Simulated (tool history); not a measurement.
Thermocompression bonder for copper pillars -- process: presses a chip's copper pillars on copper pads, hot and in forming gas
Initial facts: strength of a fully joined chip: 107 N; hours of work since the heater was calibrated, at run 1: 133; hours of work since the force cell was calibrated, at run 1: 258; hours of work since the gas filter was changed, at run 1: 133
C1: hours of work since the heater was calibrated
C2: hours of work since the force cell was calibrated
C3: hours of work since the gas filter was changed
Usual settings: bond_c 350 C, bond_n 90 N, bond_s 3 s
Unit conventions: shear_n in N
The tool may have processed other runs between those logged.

{"run": 1, "hour": 0.0, "bond_c": 350, "bond_n": 90, "bond_s": 3, "C1": 133, "C2": 258, "C3": 133, "shear_n": 74.7}
{"run": 2, "hour": 53.9, "bond_c": 350, "bond_n": 90, "bond_s": 3, "C1": 176, "C2": 301, "C3": 176, "shear_n": 74.6}
{"run": 3, "hour": 93.6, "bond_c": 350, "bond_n": 90, "bond_s": 3, "C1": 207, "C2": 332, "C3": 207, "shear_n": 74.3}
{"run": 4, "hour": 121.7, "bond_c": 350, "bond_n": 90, "bond_s": 3, "C1": 230, "C2": 355, "C3": 230, "shear_n": 73.1}
{"run": 5, "hour": 167.2, "bond_c": 331, "bond_n": 90, "bond_s": 3, "C1": 266, "C2": 391, "C3": 266, "shear_n": 64.5}
{"run": 6, "hour": 219.3, "bond_c": 331, "bond_n": 90, "bond_s": 3, "C1": 307, "C2": 432, "C3": 307, "shear_n": 64.4}
{"run": 7, "hour": 269.1, "bond_c": 350, "bond_n": 90, "bond_s": 3, "C1": 347, "C2": 472, "C3": 347, "shear_n": 72}
{"hour": 284.0, "done": "forming gas filter changed"}
{"run": 8, "hour": 326.1, "bond_c": 350, "bond_n": 90, "bond_s": 3, "C1": 392, "C2": 517, "C3": 33, "shear_n": 74.6}
{"run": 9, "hour": 378.8, "bond_c": 350, "bond_n": 90, "bond_s": 3, "C1": 433, "C2": 559, "C3": 75, "shear_n": 73.9}
{"run": 10, "hour": 411.1, "bond_c": 350, "bond_n": 90, "bond_s": 3, "C1": 459, "C2": 584, "C3": 101, "shear_n": 73.5}
{"hour": 415.2, "done": "force cell calibrated"}
{"run": 11, "hour": 448.0, "bond_c": 350, "bond_n": 90, "bond_s": 3, "C1": 487, "C2": 26, "C3": 129, "shear_n": 73.6}
{"hour": 498.7, "done": "force cell calibrated, once more"}
{"run": 12, "hour": 505.7, "bond_c": 350, "bond_n": 90, "bond_s": 3, "C1": 532, "C2": 6, "C3": 174, "shear_n": 71.9}
{"run": 13, "hour": 560.6, "bond_c": 350, "bond_n": 90, "bond_s": 3, "C1": 575, "C2": 49, "C3": 217, "shear_n": 71.6}
{"run": 14, "hour": 596.9, "bond_c": 350, "bond_n": 90, "bond_s": 3, "C1": 604, "C2": 78, "C3": 246, "shear_n": 71}
{"run": 15, "hour": 637.6, "bond_c": 350, "bond_n": 90, "bond_s": 3, "C1": 637, "C2": 110, "C3": 279, "shear_n": 70.8}
{"run": 16, "hour": 687.2, "bond_c": 350, "bond_n": 90, "bond_s": 3, "C1": 676, "C2": 150, "C3": 318, "shear_n": 70.3}
{"hour": 737.2, "done": "forming gas filter changed"}
{"run": 17, "hour": 741.6, "bond_c": 332, "bond_n": 68, "bond_s": 3, "C1": 719, "C2": 193, "C3": 4, "shear_n": 54.4}
{"run": 18, "hour": 771.8, "bond_c": 347, "bond_n": 66, "bond_s": 3, "C1": 743, "C2": 217, "C3": 27, "shear_n": 59.7}
{"run": 19, "hour": 828.8, "bond_c": 347, "bond_n": 112, "bond_s": 2, "C1": 788, "C2": 262, "C3": 73, "shear_n": 70.6}
{"run": 20, "hour": 871.8, "bond_c": 323, "bond_n": 111, "bond_s": 3, "C1": 822, "C2": 296, "C3": 107, "shear_n": 66.9}
{"run": 21, "hour": 923.5, "bond_c": 352, "bond_n": 58, "bond_s": 3, "C1": 863, "C2": 337, "C3": 148, "shear_n": 55.5}
{"run": 22, "hour": 957.6, "bond_c": 335, "bond_n": 81, "bond_s": 5, "C1": 890, "C2": 364, "C3": 175, "shear_n": 69.6}
{"run": 23, "hour": 1004.7, "bond_c": 335, "bond_n": 81, "bond_s": 5, "C1": 928, "C2": 402, "C3": 213, "shear_n": 69.5}
{"run": 24, "hour": 1029.5, "bond_c": 330, "bond_n": 121, "bond_s": 3, "C1": 948, "C2": 421, "C3": 232, "shear_n": 71.2}
{"hour": 1068.3, "done": "heater calibrated with a thermocouple chip"}
{"run": 25, "hour": 1068.3, "bond_c": 369, "bond_n": 74, "bond_s": 3, "C1": 0, "C2": 451, "C3": 262, "shear_n": 75.2}
{"run": 26, "hour": 1092.5, "bond_c": 350, "bond_n": 89, "bond_s": 2, "C1": 19, "C2": 470, "C3": 281, "shear_n": 66.8}
{"run": 27, "hour": 1117.7, "bond_c": 364, "bond_n": 106, "bond_s": 9, "C1": 39, "C2": 490, "C3": 301, "shear_n": 97}
{"run": 28, "hour": 1143.9, "bond_c": 364, "bond_n": 105, "bond_s": 8, "C1": 60, "C2": 511, "C3": 322, "shear_n": 95.6}
{"hour": 1189.2, "done": "forming gas filter changed"}
{"run": 29, "hour": 1189.2, "bond_c": 348, "bond_n": 110, "bond_s": 3, "C1": 96, "C2": 546, "C3": 0, "shear_n": 82.5}
{"run": 30, "hour": 1237.9, "bond_c": 365, "bond_n": 92, "bond_s": 9, "C1": 134, "C2": 585, "C3": 39, "shear_n": 98.3}
{"run": 31, "hour": 1290.0, "bond_c": 330, "bond_n": 74, "bond_s": 2, "C1": 176, "C2": 626, "C3": 80, "shear_n": 52.5}
{"run": 32, "hour": 1323.5, "bond_c": 330, "bond_n": 74, "bond_s": 2, "C1": 202, "C2": 653, "C3": 107, "shear_n": 51.9}

Subtracting, for every run, the result it would have given without the tool's unlogged condition from the measured result gives the following. The same run-to-run variation enters both numbers; the gauge's scatter may not:
Hidden conditions of the tool in this case: true temperature of the bond over the reading, C; force that reaches the chip, % of what is set; oxide that the forming gas leaves, % of the face; drift of the gauge itself on shear_n, %.
run=1 shear_n=-1.8
run=2 shear_n=-2.4
run=3 shear_n=-2.8
run=4 shear_n=-3.1
run=5 shear_n=-3.5
run=6 shear_n=-4
run=7 shear_n=-4.8
run=8 shear_n=-1.8
run=9 shear_n=-2.5
run=10 shear_n=-2.8
run=11 shear_n=-2.7
run=12 shear_n=-4.4
run=13 shear_n=-5.1
run=14 shear_n=-5.5
run=15 shear_n=-5.9
run=16 shear_n=-6.4
run=17 shear_n=-4
run=18 shear_n=-4.1
run=19 shear_n=-4.8
run=20 shear_n=-5.6
run=21 shear_n=-5.3
run=22 shear_n=-6.2
run=23 shear_n=-6.8
run=24 shear_n=-7.1
run=25 shear_n=-2.1
run=26 shear_n=-2.1
run=27 shear_n=-3.8
run=28 shear_n=-4
run=29 shear_n=+0.1
run=30 shear_n=-0.5
run=31 shear_n=-0.9
run=32 shear_n=-1.2

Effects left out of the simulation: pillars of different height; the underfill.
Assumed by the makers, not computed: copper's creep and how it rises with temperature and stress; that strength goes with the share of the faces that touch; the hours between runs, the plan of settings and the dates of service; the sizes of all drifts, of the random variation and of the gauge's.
